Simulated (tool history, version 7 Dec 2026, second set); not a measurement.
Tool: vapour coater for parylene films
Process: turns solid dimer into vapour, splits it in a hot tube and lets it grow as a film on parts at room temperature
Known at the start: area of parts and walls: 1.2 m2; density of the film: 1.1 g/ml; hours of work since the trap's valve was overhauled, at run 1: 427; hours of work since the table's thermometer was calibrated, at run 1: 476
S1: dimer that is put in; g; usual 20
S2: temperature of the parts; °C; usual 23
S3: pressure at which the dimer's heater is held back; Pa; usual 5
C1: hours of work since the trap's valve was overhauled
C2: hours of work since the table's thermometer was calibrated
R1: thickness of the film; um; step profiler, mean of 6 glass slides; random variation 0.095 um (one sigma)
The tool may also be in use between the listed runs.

run,hour,S1,S2,S3,C1,C2,R1
1,0,20,23,5,427,476,11.75
2,12,20,23,5,436,485,11.39
3,26,20,23,5,446,496,11.73
4,42,20,23,5,458,507,11.63
5,61.9,20,23,3.45,473,522,12.3
6,78.4,24,23,5,485,534,14.06
7,93,21,23,5,496,545,12.38
8,109.5,20,18,5,508,557,13.59
9,124.1,11,23,5,518,568,6.42
10,145.3,20,23,5,534,583,11.69
11,164,20,23,10.86,548,597,10.37
12,183.1,20,23,10.86,562,611,10.32
13,200,20,23,10.86,574,624,10.42
14,219.9,20,23,5,589,638,11.48
15,235.8,20,23,5,601,650,11.67
16,246.8,19,23,2.2,609,658,12.51
17,267,20,17,6.19,624,673,13.72
18,287,20,32,8.61,638,688,8.05
19,297.1,20,32,8.61,646,695,8
20,308.9,19,23,5,654,704,11.05
# hour 328.6: trap's valve overhauled
21,332.7,15,23,4.14,3,718,9.14
22,341.7,33,19,5,10,725,21.66
23,351,30,23,5.55,16,732,17.25
24,363.4,30,23,5.55,26,741,17.38
25,375,20,17,2.29,34,749,14.92
26,391,17,25,5,46,761,9.34
27,408.6,17,25,5,59,774,9.24
28,427.6,19,29,5,73,788,9.15
29,438.2,19,29,5,81,796,9.13

4 ways to go on from here, each from the tool as it stands after run 29. What would each give?
A,447.5,20,23,10.21,87,803,?
B,447.5,24,25,3.56,87,803,?
C,447.5,20,23,5.39,87,803,?
D,447.5,22,19,11.56,87,803,?

run,R1
A,10.49
B,13.74
C,11.76
D,12.82
Without the tool's hidden state the same runs would have given:
run,R1
A,10.49
B,13.74
C,11.76
D,12.82
